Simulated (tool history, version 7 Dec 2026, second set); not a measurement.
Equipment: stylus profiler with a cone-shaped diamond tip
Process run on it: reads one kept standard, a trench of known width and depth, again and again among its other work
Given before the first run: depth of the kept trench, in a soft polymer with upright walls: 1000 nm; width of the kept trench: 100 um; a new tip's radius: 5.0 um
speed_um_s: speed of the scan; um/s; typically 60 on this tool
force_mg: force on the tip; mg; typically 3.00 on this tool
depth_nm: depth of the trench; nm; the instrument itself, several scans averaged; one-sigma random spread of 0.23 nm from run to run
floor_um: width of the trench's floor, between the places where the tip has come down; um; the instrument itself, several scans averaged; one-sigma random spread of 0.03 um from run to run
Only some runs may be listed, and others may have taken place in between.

run     day  speed_um_s  force_mg  depth_nm  floor_um
  1   0.000          60      3.00   1007.47     92.85
  2   0.775          60      3.00   1007.54     92.85
  3   1.683          60      1.41   1002.57     92.77
  4   3.192          60      3.00   1007.29     92.77
  5   4.092         137      3.00   1007.31     92.59
  6   4.808          60      3.00   1007.08     92.75
  7   5.542          60      3.00   1007.38     92.77
  8   6.942          60      3.44   1008.28     92.76
  9   8.354          60      3.44   1007.96     92.67
 10   9.096          60      3.44   1007.87     92.73
 11  10.067          60      3.44   1008.01     92.73
 12  10.962          60      3.00   1006.61     92.63
 13  12.121          88      3.00   1006.43     92.65
 14  13.625          88      3.00   1006.10     92.56
 15  14.662          39      2.83   1005.57     92.62
 16  15.608          39      2.83   1005.30     92.64
 17  16.496          39      2.83   1005.75     92.66
 18  17.429          39      2.83   1005.01     92.59
 19  18.479         158      7.62   1016.72     92.42
 20  19.438         158      7.62   1016.57     92.48
 21  20.596          90      1.29   1000.77     92.36
 22  21.496          66      4.05   1008.36     92.48
 23  22.392          90      1.19    999.45     92.28
 24  23.779          90      1.19    999.81     92.25
 25  24.692          16      6.52   1014.14     92.59
 26  25.358          54      8.50   1017.62     92.52
 27  26.392          90      1.60   1000.81     92.29

What if the next run were any one of these 5? Each begins from the tool's condition after run 27:
  A  27.450         121      1.78         ?         ?
  B  27.450         146      1.60         ?         ?
  C  27.450          33      4.46         ?         ?
  D  27.450         151      3.23         ?         ?
  E  27.450         199      1.33         ?         ?

run  depth_nm  floor_um
  A   1001.45     92.19
  B   1000.96     92.04
  C   1008.44     92.47
  D   1005.88     92.22
  E   1000.12     91.88
Had the tool no hidden state, the same runs would have come out as:
run  depth_nm  floor_um
  A   1008.86     93.63
  B   1008.36     93.48
  C   1015.90     93.91
  D   1013.32     93.66
  E   1007.52     93.32

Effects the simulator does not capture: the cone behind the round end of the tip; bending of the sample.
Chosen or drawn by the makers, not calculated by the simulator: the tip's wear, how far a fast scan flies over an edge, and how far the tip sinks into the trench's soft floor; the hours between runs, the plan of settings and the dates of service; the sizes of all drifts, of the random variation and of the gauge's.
